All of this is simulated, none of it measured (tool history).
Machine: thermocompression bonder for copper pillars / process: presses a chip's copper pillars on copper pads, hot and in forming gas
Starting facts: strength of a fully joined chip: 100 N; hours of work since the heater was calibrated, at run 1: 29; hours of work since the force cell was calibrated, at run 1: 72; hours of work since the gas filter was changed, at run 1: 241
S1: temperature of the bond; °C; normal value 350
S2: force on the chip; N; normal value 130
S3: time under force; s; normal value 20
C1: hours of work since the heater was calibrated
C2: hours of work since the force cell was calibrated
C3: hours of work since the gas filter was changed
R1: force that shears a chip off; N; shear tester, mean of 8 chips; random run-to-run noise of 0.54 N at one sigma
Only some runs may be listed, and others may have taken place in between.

run,hour,S1,S2,S3,C1,C2,C3,R1
1,0,350,130,20,29,72,241,70.8
2,16.4,350,130,20,36,79,249,69.6
3,39.9,350,130,20,47,89,259,70
4,60.3,350,130,20,56,98,268,70.3
5,86.7,350,130,20,67,109,279,69.5
6,107,350,130,20,76,118,288,69.1
7,129.2,350,130,20,86,128,298,69.7
8,150.6,350,130,48,95,137,307,83.8
9,178.4,350,130,20,107,149,319,69.4
10,201.2,350,130,30,117,159,329,75.8
11,227.7,350,130,30,128,171,340,75.2
12,245.7,350,130,30,136,179,348,75.3
13,276.4,350,130,10,150,192,362,56.2
14,299.9,350,130,10,160,202,372,55.4
15,317.3,350,130,20,167,210,379,67.8
16,342.9,350,130,20,179,221,391,68.8
17,371.3,350,130,20,191,233,403,67.4
18,402.4,350,130,20,204,247,417,67.4
# hour 410.1: forming gas filter changed
19,428.4,345,98,12,216,258,8,50.4
20,457.4,345,98,12,228,271,21,49.6
21,486.5,345,98,12,241,283,33,50.2
# hour 489.8: force cell calibrated
22,507.9,345,98,12,249,8,42,50.2
23,521.2,345,98,12,255,14,48,50
24,539,345,98,12,263,21,55,49.6
25,562,345,98,12,273,31,65,49.5
26,581.6,350,102,21,282,40,74,63.7
# hour 593.5: force cell calibrated, once more
27,598.7,350,102,21,288,2,81,63.4
28,626.9,351,158,12,301,15,93,65.9
29,652,332,119,53,312,25,104,72.8
30,678,332,119,53,323,37,115,73.5
31,702.8,365,83,53,334,48,126,79.7

Consider 4 possible next runs. They are alternatives, not a sequence: every one starts from the tool as it was left by run 31. What does each give?
A,718.7,376,120,20,341,54,133,?
B,718.7,365,134,53,341,54,133,?
C,718.7,365,109,42,341,54,133,?
D,718.7,321,188,53,341,54,133,?

run,R1
A,80.1
B,89.6
C,83
D,78.1
The same runs, with their run-to-run variation unchanged, on a tool lacking any hidden condition would have given:
run,R1
A,83.2
B,92
C,85.9
D,81.5
